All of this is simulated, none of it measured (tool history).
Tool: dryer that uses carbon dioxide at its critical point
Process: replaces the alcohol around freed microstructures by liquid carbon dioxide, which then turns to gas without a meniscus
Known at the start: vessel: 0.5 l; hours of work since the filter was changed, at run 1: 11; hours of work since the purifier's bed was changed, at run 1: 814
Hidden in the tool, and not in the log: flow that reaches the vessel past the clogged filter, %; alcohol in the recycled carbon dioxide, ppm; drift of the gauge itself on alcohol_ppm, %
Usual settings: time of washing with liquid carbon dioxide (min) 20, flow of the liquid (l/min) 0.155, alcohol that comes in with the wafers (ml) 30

| run | hour | time of washing with liquid carbon dioxide (min) | flow of the liquid (l/min) | alcohol that comes in with the wafers (ml) | hours of work since the filter was changed | hours of work since the purifier's bed was changed | alcohol left in the vessel before it's heated (ppm by volume) |
|---|---|---|---|---|---|---|---|
| 1 | 0.0 | 20 | 0.155 | 30 | 11 | 814 | 493 |
| 2 | 62.7 | 18 | 0.155 | 30 | 34 | 838 | 829 |
| 3 | 113.6 | 18 | 0.155 | 30 | 54 | 858 | 837 |
| 4 | 167.8 | 18 | 0.155 | 30 | 74 | 878 | 865 |
| 5 | 227.1 | 18 | 0.155 | 30 | 97 | 901 | 916 |
| 6 | 267.7 | 18 | 0.155 | 30 | 112 | 916 | 967 |
| 7 | 309.9 | 20 | 0.188 | 30 | 128 | 932 | 278 |
| 8 | 378.8 | 20 | 0.188 | 30 | 155 | 959 | 298 |
| 9 | 413.8 | 20 | 0.155 | 30 | 168 | 972 | 689 |
| 10 | 476.0 | 14 | 0.155 | 30 | 192 | 996 | 2600 |
| 11 | 537.7 | 20 | 0.177 | 30 | 215 | 1019 | 441 |
| 12 | 584.2 | 20 | 0.177 | 30 | 233 | 1037 | 457 |
| 13 | 651.0 | 20 | 0.155 | 30 | 258 | 1062 | 805 |
|  | 686.4 | inlet filter changed |
| 14 | 719.4 | 20 | 0.155 | 30 | 13 | 1088 | 491 |
| 15 | 759.7 | 19 | 0.155 | 30 | 28 | 1103 | 658 |
| 16 | 823.7 | 19 | 0.155 | 30 | 52 | 1127 | 707 |
| 17 | 877.2 | 20 | 0.155 | 30 | 73 | 1148 | 572 |
| 18 | 939.0 | 20 | 0.155 | 30 | 96 | 1171 | 606 |
| 19 | 970.7 | 18 | 0.155 | 30 | 108 | 1183 | 956 |
| 20 | 1032.7 | 18 | 0.155 | 30 | 132 | 1207 | 979 |
| 21 | 1075.1 | 18 | 0.155 | 30 | 148 | 1223 | 1013 |
| 22 | 1110.7 | 20 | 0.155 | 30 | 161 | 1237 | 702 |
|  | 1136.0 | purifier's bed changed |
| 23 | 1145.8 | 20 | 0.155 | 30 | 174 | 4 | 623 |
| 24 | 1189.0 | 20 | 0.155 | 30 | 190 | 20 | 654 |
| 25 | 1248.5 | 20 | 0.163 | 39 | 213 | 43 | 725 |
| 26 | 1301.1 | 18 | 0.257 | 30 | 233 | 63 | 102 |
| 27 | 1372.9 | 21 | 0.155 | 30 | 260 | 90 | 632 |
|  | 1400.2 | inlet filter changed |
| 28 | 1408.1 | 14 | 0.129 | 102 | 3 | 103 | 11475 |
| 29 | 1452.3 | 14 | 0.129 | 102 | 20 | 120 | 11591 |
| 30 | 1504.2 | 29 | 0.116 | 85 | 40 | 140 | 844 |
| 31 | 1568.2 | 20 | 0.124 | 24 | 64 | 164 | 1024 |
| 32 | 1630.2 | 20 | 0.107 | 30 | 88 | 188 | 2164 |
| 33 | 1672.0 | 19 | 0.187 | 97 | 103 | 204 | 956 |
| 34 | 1720.4 | 19 | 0.187 | 97 | 122 | 222 | 1004 |
| 35 | 1783.7 | 19 | 0.187 | 97 | 146 | 246 | 1062 |
| 36 | 1827.6 | 19 | 0.187 | 119 | 163 | 263 | 1374 |
| 37 | 1898.8 | 13 | 0.191 | 90 | 190 | 290 | 5101 |
| 38 | 1962.0 | 23 | 0.191 | 107 | 214 | 314 | 438 |
| 39 | 1993.5 | 23 | 0.248 | 44 | 226 | 326 | 65 |
| 40 | 2053.3 | 23 | 0.248 | 44 | 249 | 349 | 71 |
| 41 | 2084.4 | 23 | 0.248 | 44 | 260 | 360 | 57 |
|  | 2112.4 | inlet filter changed |
| 42 | 2117.6 | 32 | 0.163 | 44 | 2 | 373 | 42 |
| 43 | 2184.2 | 15 | 0.257 | 48 | 27 | 398 | 294 |
| 44 | 2248.8 | 20 | 0.191 | 44 | 52 | 423 | 278 |
| 45 | 2291.9 | 13 | 0.220 | 30 | 68 | 439 | 800 |
| 46 | 2330.7 | 13 | 0.220 | 30 | 83 | 454 | 858 |
| 47 | 2392.4 | 18 | 0.126 | 36 | 107 | 477 | 2282 |

4 ways to go on from here, each from the tool as it stands after run 47. What would each give?
| A | 2453.5 | 30 | 0.253 | 36 | 130 | 501 | ? |
| B | 2453.5 | 20 | 0.102 | 27 | 130 | 501 | ? |
| C | 2453.5 | 13 | 0.216 | 56 | 130 | 501 | ? |
| D | 2453.5 | 25 | 0.094 | 66 | 130 | 501 | ? |

| run | alcohol left in the vessel before it's heated (ppm by volume) |
|---|---|
| A | 32 |
| B | 2341 |
| C | 1844 |
| D | 3418 |
Without the tool's hidden state the same runs would have given:
| run | alcohol left in the vessel before it's heated (ppm by volume) |
|---|---|
| A | 3 |
| B | 1916 |
| C | 1415 |
| D | 2724 |
